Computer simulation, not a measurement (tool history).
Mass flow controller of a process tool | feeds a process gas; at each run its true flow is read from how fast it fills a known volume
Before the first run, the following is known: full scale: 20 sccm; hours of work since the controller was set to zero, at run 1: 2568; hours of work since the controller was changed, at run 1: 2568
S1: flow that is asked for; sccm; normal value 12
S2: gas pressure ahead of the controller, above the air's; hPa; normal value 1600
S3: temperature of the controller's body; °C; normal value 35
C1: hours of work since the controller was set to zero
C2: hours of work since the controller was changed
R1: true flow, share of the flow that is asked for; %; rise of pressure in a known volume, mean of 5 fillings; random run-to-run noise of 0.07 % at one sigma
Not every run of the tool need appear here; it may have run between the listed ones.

run      day  S1    S2  S3    C1    C2     R1
  1    0.000  12  1600  35  2568  2568  97.60
  2   10.625  12  2350  35  2770  2770  98.26
  3   31.092  12  2350  35  3160  3160  98.26
  4   44.300  13  1600  35  3412  3412  97.80
  5   60.496  13  1600  35  3721  3721  98.05
  6   82.212  13  1600  35  4134  4134  97.90
  7   92.171  12  2280  35  4324  4324  98.39
  8  104.183  12  2280  35  4553  4553  98.56
  9  117.446  12  1530  35  4806  4806  98.12
     129.067  -- controller's zero set anew
 10  134.592  12  1530  35   105  5132  98.01
 11  144.829  12  1530  35   300  5327  98.05
 12  159.671  12  1530  35   583  5610  98.03
 13  181.621  12  1530  35  1001  6028  98.21
 14  191.092  12  1530  36  1182  6209  98.14

Expected results for the next run?
 15  200.388   6  1880  35  1359  6386   ?

R1: 97.68 %
The same run, on a tool lacking any hidden state, would have yielded R1 97.03 %.

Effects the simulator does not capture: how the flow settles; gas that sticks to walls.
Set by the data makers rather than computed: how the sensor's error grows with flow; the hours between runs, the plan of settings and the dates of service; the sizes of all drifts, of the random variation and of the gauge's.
